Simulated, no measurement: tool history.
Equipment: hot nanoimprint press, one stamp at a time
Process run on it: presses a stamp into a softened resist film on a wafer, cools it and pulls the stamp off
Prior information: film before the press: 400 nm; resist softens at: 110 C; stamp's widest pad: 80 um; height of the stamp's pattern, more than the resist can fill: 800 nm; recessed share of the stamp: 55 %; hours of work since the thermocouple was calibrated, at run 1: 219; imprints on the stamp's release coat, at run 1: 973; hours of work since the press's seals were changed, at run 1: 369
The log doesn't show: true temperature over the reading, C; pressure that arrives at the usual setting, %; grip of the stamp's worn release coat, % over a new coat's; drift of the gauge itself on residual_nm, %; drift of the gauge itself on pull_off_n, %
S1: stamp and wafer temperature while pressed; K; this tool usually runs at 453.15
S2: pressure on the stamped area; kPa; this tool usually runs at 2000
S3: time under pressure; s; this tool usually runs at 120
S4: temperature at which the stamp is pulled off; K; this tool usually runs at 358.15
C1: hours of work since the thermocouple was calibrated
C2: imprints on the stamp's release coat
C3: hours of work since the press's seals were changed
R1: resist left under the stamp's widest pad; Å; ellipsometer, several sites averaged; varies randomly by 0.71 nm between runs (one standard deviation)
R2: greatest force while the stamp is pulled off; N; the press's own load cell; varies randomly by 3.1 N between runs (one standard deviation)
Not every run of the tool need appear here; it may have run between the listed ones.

Run 1, hour 0.0: usual settings; C1 219; C2 973; C3 369. Result: R1 1773 Å, R2 204 N.
Run 2, hour 8.0: usual settings; C1 225; C2 1008; C3 375. Result: R1 1779 Å, R2 207 N.
Run 3, hour 18.5: usual settings; C1 233; C2 1054; C3 384. Result: R1 1772 Å, R2 205 N.
Run 4, hour 27.6: usual settings; C1 240; C2 1094; C3 391. Result: R1 1774 Å, R2 206 N.
At hour 35.1: stamp cleaned and given a new release coat.
Run 5, hour 47.9: usual settings; C1 252; C2 56; C3 402. Result: R1 1778 Å, R2 205 N.
Run 6, hour 64.6: usual settings but S4 355.15 K; C1 265; C2 128; C3 415. Result: R1 1772 Å, R2 206 N.
Run 7, hour 74.6: usual settings but S1 458.15 K, S2 1210 kPa, S3 121 s, S4 351.15 K; C1 273; C2 171; C3 423. Result: R1 1785 Å, R2 211 N.
Run 8, hour 88.5: usual settings but S1 450.15 K, S2 1800 kPa, S3 184 s, S4 365.15 K; C1 283; C2 232; C3 434. Result: R1 1863 Å, R2 195 N.

Run 9 comes next. What will it give?
Run 9, hour 102.1: usual settings but S1 450.15 K, S2 1800 kPa, S3 184 s, S4 365.15 K; C1 294; C2 291; C3 444. Result: R1 ?, R2 ?.

{"run 9": {"R1": 1861, "R2": 192}}
With the hidden condition absent and the run-to-run variation left alone, this run would have shown R1 1859 Å, R2 191 N.
